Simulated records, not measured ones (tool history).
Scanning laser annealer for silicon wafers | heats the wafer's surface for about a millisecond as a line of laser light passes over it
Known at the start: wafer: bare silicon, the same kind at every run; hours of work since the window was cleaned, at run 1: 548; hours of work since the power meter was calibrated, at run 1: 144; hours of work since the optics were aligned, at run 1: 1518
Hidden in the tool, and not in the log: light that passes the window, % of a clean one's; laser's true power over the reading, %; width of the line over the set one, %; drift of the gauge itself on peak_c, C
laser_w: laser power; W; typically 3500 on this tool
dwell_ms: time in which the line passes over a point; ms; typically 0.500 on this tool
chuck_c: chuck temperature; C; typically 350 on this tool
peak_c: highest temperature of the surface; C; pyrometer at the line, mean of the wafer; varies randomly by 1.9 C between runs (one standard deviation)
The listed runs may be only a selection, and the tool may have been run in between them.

run	hour	laser_w	dwell_ms	chuck_c	hours of work since the window was cleaned	hours of work since the power meter was calibrated	hours of work since the optics were aligned	peak_c
1	0.0	3500	0.500	350	548	144	1518	1191
2	82.5	3500	0.360	350	590	186	1560	1057
# hour 94.0: optics aligned, line set to its width
3	127.3	3500	0.360	350	610	206	17	1058
4	169.3	3500	0.360	350	631	227	38	1061
5	224.2	3500	0.381	350	659	255	66	1082
# hour 253.3: window over the wafer cleaned
6	267.8	3500	0.381	350	7	276	88	1085
7	326.7	3500	0.500	350	37	306	118	1190
8	390.6	3500	0.540	350	70	339	150	1223
9	461.2	3500	0.500	350	106	375	186	1192
10	510.2	3500	0.500	350	131	400	211	1191
11	606.1	3500	0.500	350	180	449	260	1188
12	665.4	3726	0.500	350	210	479	290	1260
13	746.9	3726	0.500	350	251	521	332	1255
14	820.7	3500	0.500	350	289	558	369	1190
15	868.4	3500	0.500	350	313	582	394	1193
16	915.9	3500	0.500	350	338	607	418	1190
17	958.7	3500	0.500	331	359	628	440	1172
18	1005.3	3500	0.500	331	383	652	463	1168
19	1070.4	3500	0.500	350	416	685	496	1193
20	1162.3	3500	0.500	371	463	732	543	1212
21	1246.7	3500	0.500	371	506	775	586	1208
22	1293.7	3500	0.403	371	530	799	610	1124
23	1384.0	3251	0.500	313	576	845	656	1078
24	1467.8	3299	0.500	350	619	888	699	1128
25	1548.0	3186	0.500	356	660	929	740	1107
# hour 1572.2: window over the wafer cleaned
26	1640.5	3186	0.500	356	35	975	786	1102
27	1681.9	3186	0.500	356	56	996	807	1106
28	1758.3	3186	0.500	356	95	1035	846	1106
29	1812.7	3795	0.500	340	123	1062	874	1271
30	1901.9	3795	0.500	340	168	1108	919	1268
31	1974.0	3795	0.425	340	205	1145	956	1196
32	2040.8	3567	0.500	350	239	1179	990	1211
33	2107.3	3567	0.500	350	273	1213	1024	1212
34	2147.9	3567	0.500	350	293	1233	1044	1210
35	2243.2	3338	0.500	369	342	1282	1093	1162
36	2332.3	2979	0.609	325	387	1327	1138	1084
37	2397.0	3200	0.500	311	420	1360	1171	1063
38	2490.8	3010	0.517	314	468	1408	1219	1023
39	2544.5	3355	0.517	314	495	1435	1246	1125
40	2628.8	3355	0.517	314	538	1478	1289	1125
41	2708.2	3018	0.500	338	579	1519	1330	1033
42	2748.8	3833	0.415	317	599	1539	1350	1174

Describe how what the log doesn't record of the tool's condition differs between the last listed run preceding each entry between runs and the first listed run following it.
Logged between run 2 and run 3: optics aligned, line set to its width (hour 94.0)
  light that passes the window, % of a clean one's: 99.96 -> 99.95; width of the line over the set one, %: 0.04 -> 0
Logged between run 5 and run 6: window over the wafer cleaned (hour 253.3)
  light that passes the window, % of a clean one's: 99.95 -> 100
Logged between run 25 and run 26: window over the wafer cleaned (hour 1572.2)
  light that passes the window, % of a clean one's: 99.95 -> 100

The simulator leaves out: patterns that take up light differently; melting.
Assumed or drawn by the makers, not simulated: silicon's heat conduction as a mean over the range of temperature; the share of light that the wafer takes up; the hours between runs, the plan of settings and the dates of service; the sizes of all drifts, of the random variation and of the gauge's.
